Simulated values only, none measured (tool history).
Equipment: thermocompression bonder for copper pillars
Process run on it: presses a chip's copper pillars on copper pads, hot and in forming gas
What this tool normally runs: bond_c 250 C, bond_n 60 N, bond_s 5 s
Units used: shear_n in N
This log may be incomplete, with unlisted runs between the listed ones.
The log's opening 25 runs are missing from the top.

| run | hour | bond_c | bond_n | bond_s | shear_n |
|---|---|---|---|---|---|
| 26 | 272.0 | 253 | 43 | 8 | 54.3 |
| 27 | 284.1 | 222 | 67 | 3 | 43.2 |
|  | 290.1 | force cell calibrated, once more |
| 28 | 299.6 | 224 | 41 | 5 | 29.6 |
| 29 | 309.8 | 224 | 41 | 5 | 29.0 |
|  | 315.8 | forming gas filter changed |
| 30 | 317.4 | 230 | 69 | 4 | 52.3 |
| 31 | 328.3 | 251 | 86 | 5 | 78.1 |
| 32 | 335.5 | 234 | 60 | 5 | 51.4 |
| 33 | 342.7 | 234 | 60 | 5 | 51.7 |
| 34 | 355.0 | 258 | 84 | 7 | 86.4 |
| 35 | 365.6 | 250 | 60 | 4 | 56.7 |
| 36 | 376.6 | 250 | 60 | 4 | 55.0 |
| 37 | 389.5 | 243 | 37 | 14 | 49.1 |
| 38 | 401.3 | 253 | 60 | 7 | 66.7 |
| 39 | 410.0 | 270 | 45 | 12 | 71.2 |

Branching from run 39: 3 alternative next runs. What would each branch give?
| A | 417.2 | 248 | 41 | 4 | ? |
| B | 417.2 | 257 | 47 | 3 | ? |
| C | 417.2 | 234 | 70 | 12 | ? |

| run | shear_n |
|---|---|
| A | 37.0 |
| B | 41.9 |
| C | 72.8 |
Had the tool no hidden state, the same runs would have come out as:
| run | shear_n |
|---|---|
| A | 41.2 |
| B | 46.3 |
| C | 77.6 |
